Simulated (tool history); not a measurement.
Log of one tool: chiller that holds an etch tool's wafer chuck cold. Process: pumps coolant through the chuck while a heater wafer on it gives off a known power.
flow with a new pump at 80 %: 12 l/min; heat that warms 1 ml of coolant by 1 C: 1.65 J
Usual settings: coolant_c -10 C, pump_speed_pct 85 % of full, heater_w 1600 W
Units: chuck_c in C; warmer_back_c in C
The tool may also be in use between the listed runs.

run     day  coolant_c  pump_speed_pct  heater_w  chuck_c  warmer_back_c
  1       0        -10              85      1600      0.8           4.79
  2   5.408        -19              85      1600     -8.2            4.8
  3  10.325        -19              85      1600     -8.2           4.82
  4  14.412        -19              85      1600     -8.1           4.84
  5  18.517        -10              85      1600      0.7           4.83
  6  23.725        -10              85      1118     -2.6           3.41
  7  26.958        -10              85      1118     -2.6           3.42
  8    29.3        -10              85      1696      1.5           5.17
  9  32.025        -10              85      1696      1.4           5.19
 10  35.938        -10              85      1600      0.9           4.82
 11  40.175        -10              85      1600      0.8           4.91
 12  43.821        -10              85      1600      0.8           4.97
     46.092  -- coolant changed, channels flushed
 13  48.892        -10              85      1600      0.4           4.97
 14  52.917        -10              85       860     -4.8           2.65
 15  57.412         -8              85       860     -2.6           2.68
 16  61.467        -10              64      1600      2.5           6.68
 17  65.996        -10              64      1600      2.5           6.74
 18  70.212        -10              64      1600      2.6           6.83
 19  74.833         -6              94      2254        8           6.38
 20  78.767         -3              75       867      2.7            3.1
     81.304  -- chiller's thermometer calibrated
 21  83.654         -3              75       867      3.5           3.13

Forecast run 22:
 22  88.733         -2              66      1539        ?              ?

chuck_c: 10.9 C
warmer_back_c: 6.39 C
Without the tool's hidden state the same run would have given chuck_c 9.7 C, warmer_back_c 5.69 C.
